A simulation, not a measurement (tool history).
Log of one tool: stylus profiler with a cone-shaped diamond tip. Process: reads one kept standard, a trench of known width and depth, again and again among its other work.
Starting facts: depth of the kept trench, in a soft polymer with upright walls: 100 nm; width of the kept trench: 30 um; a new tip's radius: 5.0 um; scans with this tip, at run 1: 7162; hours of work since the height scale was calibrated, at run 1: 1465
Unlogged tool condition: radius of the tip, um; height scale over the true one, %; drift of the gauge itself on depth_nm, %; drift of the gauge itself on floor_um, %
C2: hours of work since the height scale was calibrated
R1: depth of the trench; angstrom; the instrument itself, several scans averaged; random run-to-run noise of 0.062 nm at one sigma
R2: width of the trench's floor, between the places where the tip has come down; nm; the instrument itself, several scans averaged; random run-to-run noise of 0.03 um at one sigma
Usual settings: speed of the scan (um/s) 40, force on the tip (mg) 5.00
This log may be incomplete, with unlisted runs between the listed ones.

Run 1, hour 0.0: usual settings; scans with this tip 7162; C2 1465. Result: R1 1026.2 angstrom, R2 27710 nm.
Run 2, hour 49.8: usual settings; scans with this tip 7276; C2 1488. Result: R1 1025.2 angstrom, R2 27650 nm.
Run 3, hour 141.3: usual settings; scans with this tip 7483; C2 1530. Result: R1 1025.9 angstrom, R2 27610 nm.
Run 4, hour 235.2: usual settings; scans with this tip 7697; C2 1574. Result: R1 1026.2 angstrom, R2 27670 nm.
Run 5, hour 303.2: usual settings; scans with this tip 7851; C2 1605. Result: R1 1026.1 angstrom, R2 27680 nm.
Run 6, hour 372.6: usual settings but speed of the scan (um/s) 49; scans with this tip 8009; C2 1638. Result: R1 1025.8 angstrom, R2 27620 nm.
Run 7, hour 414.5: usual settings but speed of the scan (um/s) 27; scans with this tip 8104; C2 1657. Result: R1 1026.0 angstrom, R2 27640 nm.
Run 8, hour 474.9: usual settings but speed of the scan (um/s) 27; scans with this tip 8241; C2 1685. Result: R1 1025.2 angstrom, R2 27630 nm.
Run 9, hour 524.6: usual settings but speed of the scan (um/s) 70; scans with this tip 8354; C2 1708. Result: R1 1025.6 angstrom, R2 27570 nm.
Run 10, hour 574.5: usual settings but speed of the scan (um/s) 70; scans with this tip 8467; C2 1731. Result: R1 1027.6 angstrom, R2 27560 nm.
Run 11, hour 629.0: usual settings; scans with this tip 8591; C2 1757. Result: R1 1027.3 angstrom, R2 27600 nm.
Run 12, hour 673.9: usual settings but speed of the scan (um/s) 16; scans with this tip 8693; C2 1778. Result: R1 1026.7 angstrom, R2 27680 nm.
At hour 681.6: height scale calibrated on a step standard.
Run 13, hour 741.5: usual settings but speed of the scan (um/s) 16; scans with this tip 8845; C2 28. Result: R1 1031.3 angstrom, R2 27690 nm.
Run 14, hour 784.3: usual settings; scans with this tip 8943; C2 48. Result: R1 1031.9 angstrom, R2 27610 nm.
Run 15, hour 846.0: usual settings; scans with this tip 9083; C2 76. Result: R1 1033.3 angstrom, R2 27600 nm.
Run 16, hour 915.0: usual settings; scans with this tip 9239; C2 108. Result: R1 1031.3 angstrom, R2 27630 nm.
Run 17, hour 997.1: usual settings but speed of the scan (um/s) 56; scans with this tip 9426; C2 147. Result: R1 1032.6 angstrom, R2 27550 nm.
At hour 1019.7: height scale calibrated on a step standard, once more.
Run 18, hour 1063.0: usual settings but speed of the scan (um/s) 19; scans with this tip 9574; C2 20. Result: R1 1018.2 angstrom, R2 27640 nm.
Run 19, hour 1150.4: usual settings but speed of the scan (um/s) 19; scans with this tip 9773; C2 61. Result: R1 1019.0 angstrom, R2 27660 nm.
Run 20, hour 1235.1: usual settings but speed of the scan (um/s) 19; scans with this tip 9965; C2 100. Result: R1 1018.6 angstrom, R2 27640 nm.
Run 21, hour 1329.5: usual settings but speed of the scan (um/s) 19; scans with this tip 10180; C2 144. Result: R1 1018.4 angstrom, R2 27620 nm.
Run 22, hour 1423.5: usual settings but speed of the scan (um/s) 48, force on the tip (mg) 8.41; scans with this tip 10393; C2 188. Result: R1 1027.6 angstrom, R2 27600 nm.
Run 23, hour 1484.1: usual settings but speed of the scan (um/s) 66, force on the tip (mg) 2.86; scans with this tip 10531; C2 216. Result: R1 1013.7 angstrom, R2 27470 nm.
Run 24, hour 1533.4: usual settings but force on the tip (mg) 2.72; scans with this tip 10643; C2 239. Result: R1 1013.6 angstrom, R2 27540 nm.
Run 25, hour 1586.2: usual settings but speed of the scan (um/s) 107, force on the tip (mg) 3.64; scans with this tip 10763; C2 263. Result: R1 1015.7 angstrom, R2 27390 nm.
Run 26, hour 1681.9: usual settings but speed of the scan (um/s) 50, force on the tip (mg) 8.09; scans with this tip 10980; C2 308. Result: R1 1026.6 angstrom, R2 27530 nm.
Run 27, hour 1739.8: usual settings but speed of the scan (um/s) 50, force on the tip (mg) 8.09; scans with this tip 11111; C2 334. Result: R1 1027.8 angstrom, R2 27540 nm.
Run 28, hour 1811.8: usual settings but speed of the scan (um/s) 15, force on the tip (mg) 7.86; scans with this tip 11275; C2 368. Result: R1 1025.9 angstrom, R2 27620 nm.
Run 29, hour 1865.2: usual settings but speed of the scan (um/s) 12, force on the tip (mg) 12.45; scans with this tip 11396; C2 393. Result: R1 1036.1 angstrom, R2 27660 nm.
Run 30, hour 1930.5: usual settings but speed of the scan (um/s) 142, force on the tip (mg) 2.16; scans with this tip 11544; C2 423. Result: R1 1012.8 angstrom, R2 27140 nm.
Run 31, hour 2027.8: usual settings but speed of the scan (um/s) 142, force on the tip (mg) 2.16; scans with this tip 11765; C2 468. Result: R1 1012.3 angstrom, R2 27150 nm.
Run 32, hour 2074.9: usual settings but speed of the scan (um/s) 111, force on the tip (mg) 3.62; scans with this tip 11872; C2 490. Result: R1 1017.0 angstrom, R2 27300 nm.
Run 33, hour 2130.7: usual settings but speed of the scan (um/s) 85, force on the tip (mg) 2.09; scans with this tip 11999; C2 516. Result: R1 1012.3 angstrom, R2 27380 nm.
Run 34, hour 2229.6: usual settings but speed of the scan (um/s) 12, force on the tip (mg) 14.09; scans with this tip 12224; C2 562. Result: R1 1040.0 angstrom, R2 27570 nm.
Run 35, hour 2310.0: usual settings but speed of the scan (um/s) 52, force on the tip (mg) 5.76; scans with this tip 12406; C2 599. Result: R1 1022.8 angstrom, R2 27470 nm.
Run 36, hour 2381.3: usual settings but speed of the scan (um/s) 65, force on the tip (mg) 4.90; scans with this tip 12568; C2 632. Result: R1 1021.5 angstrom, R2 27460 nm.
Run 37, hour 2468.7: usual settings but speed of the scan (um/s) 131, force on the tip (mg) 3.21; scans with this tip 12767; C2 673. Result: R1 1017.0 angstrom, R2 27260 nm.

What differs in the tool's unlogged condition from the final listed run ahead of each entry between runs to the first listed run following it?
Run 12 -> run 13: height scale calibrated on a step standard (hour 681.6)
  radius of the tip, um: 6.55 -> 6.57; height scale over the true one, %: 0.829 -> 1.3
  the result without the hidden state subtracted from the measured one, R1: +8.4 -> +13.2 angstrom; R2: -290 -> -290 nm
Run 17 -> run 18: height scale calibrated on a step standard, once more (hour 1019.7)
  radius of the tip, um: 6.67 -> 6.69; height scale over the true one, %: 1.354 -> 0.003
  the result without the hidden state subtracted from the measured one, R1: +13.8 -> +0.0 angstrom; R2: -310 -> -320 nm
